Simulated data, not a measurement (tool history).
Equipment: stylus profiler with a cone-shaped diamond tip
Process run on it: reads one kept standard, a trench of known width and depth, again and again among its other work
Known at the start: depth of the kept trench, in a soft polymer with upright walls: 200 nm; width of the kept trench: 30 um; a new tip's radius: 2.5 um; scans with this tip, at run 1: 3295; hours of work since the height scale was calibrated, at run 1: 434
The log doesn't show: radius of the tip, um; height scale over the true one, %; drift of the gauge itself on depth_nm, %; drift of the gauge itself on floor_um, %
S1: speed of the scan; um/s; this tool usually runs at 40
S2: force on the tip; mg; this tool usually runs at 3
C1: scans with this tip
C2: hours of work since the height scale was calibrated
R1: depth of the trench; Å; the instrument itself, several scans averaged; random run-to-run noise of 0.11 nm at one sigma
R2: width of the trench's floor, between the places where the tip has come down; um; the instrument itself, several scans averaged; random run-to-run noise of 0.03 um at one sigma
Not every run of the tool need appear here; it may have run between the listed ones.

{"run": 1, "hour": 0.0, "S1": 40, "S2": 3, "C1": 3295, "C2": 434, "R1": 2010.2, "R2": 27.62}
{"run": 2, "hour": 48.6, "S1": 33, "S2": 3, "C1": 3563, "C2": 470, "R1": 2007.2, "R2": 27.73}
{"run": 3, "hour": 98.3, "S1": 40, "S2": 3, "C1": 3838, "C2": 506, "R1": 2007.7, "R2": 27.62}
{"run": 4, "hour": 164.5, "S1": 40, "S2": 2.26, "C1": 4204, "C2": 554, "R1": 2006.2, "R2": 27.62}
{"run": 5, "hour": 204.6, "S1": 51, "S2": 3, "C1": 4426, "C2": 583, "R1": 2008.3, "R2": 27.56}
{"run": 6, "hour": 237.2, "S1": 51, "S2": 3, "C1": 4606, "C2": 607, "R1": 2007.5, "R2": 27.54}
{"run": 7, "hour": 295.1, "S1": 40, "S2": 3, "C1": 4926, "C2": 649, "R1": 2009, "R2": 27.61}
{"run": 8, "hour": 339.6, "S1": 40, "S2": 1.19, "C1": 5172, "C2": 682, "R1": 2001.7, "R2": 27.52}
{"run": 9, "hour": 370.4, "S1": 40, "S2": 5.13, "C1": 5342, "C2": 704, "R1": 2012.9, "R2": 27.63}
{"hour": 376.0, "done": "height scale calibrated on a step standard"}
{"run": 10, "hour": 418.0, "S1": 47, "S2": 4.04, "C1": 5603, "C2": 31, "R1": 2007.4, "R2": 27.51}
{"run": 11, "hour": 447.8, "S1": 14, "S2": 7.49, "C1": 5767, "C2": 52, "R1": 2015.8, "R2": 27.65}
{"run": 12, "hour": 506.3, "S1": 14, "S2": 7.49, "C1": 6091, "C2": 95, "R1": 2016.4, "R2": 27.68}
{"run": 13, "hour": 544.5, "S1": 67, "S2": 3.07, "C1": 6302, "C2": 123, "R1": 2006, "R2": 27.38}
{"run": 14, "hour": 586.0, "S1": 67, "S2": 3.07, "C1": 6532, "C2": 153, "R1": 2005.5, "R2": 27.38}
{"run": 15, "hour": 631.3, "S1": 91, "S2": 1.35, "C1": 6782, "C2": 186, "R1": 2000, "R2": 27.16}
{"hour": 644.4, "done": "height scale calibrated on a step standard, once more"}
{"run": 16, "hour": 683.3, "S1": 96, "S2": 3.78, "C1": 7066, "C2": 28, "R1": 2014.9, "R2": 27.31}
{"run": 17, "hour": 722.8, "S1": 68, "S2": 3.04, "C1": 7285, "C2": 57, "R1": 2012.5, "R2": 27.37}

Consider 5 possible next runs. They are alternatives, not a sequence: every one starts from the tool as it was left by run 17. What does each give?
{"run": "A", "hour": 779.1, "S1": 10, "S2": 2.28, "C1": 7596, "C2": 98, "R1": "?", "R2": "?"}
{"run": "B", "hour": 779.1, "S1": 44, "S2": 5.24, "C1": 7596, "C2": 98, "R1": "?", "R2": "?"}
{"run": "C", "hour": 779.1, "S1": 40, "S2": 1.88, "C1": 7596, "C2": 98, "R1": "?", "R2": "?"}
{"run": "D", "hour": 779.1, "S1": 56, "S2": 3, "C1": 7596, "C2": 98, "R1": "?", "R2": "?"}
{"run": "E", "hour": 779.1, "S1": 56, "S2": 1.14, "C1": 7596, "C2": 98, "R1": "?", "R2": "?"}

run=A R1=2011.1 R2=27.59
run=B R1=2019.3 R2=27.56
run=C R1=2008.5 R2=27.44
run=D R1=2009.6 R2=27.45
run=E R1=2004.9 R2=27.31
With no hidden state in the tool, these same runs would have given:
run=A R1=2011.9 R2=27.97
run=B R1=2020.2 R2=27.94
run=C R1=2009.4 R2=27.83
run=D R1=2010.4 R2=27.83
run=E R1=2005.7 R2=27.69
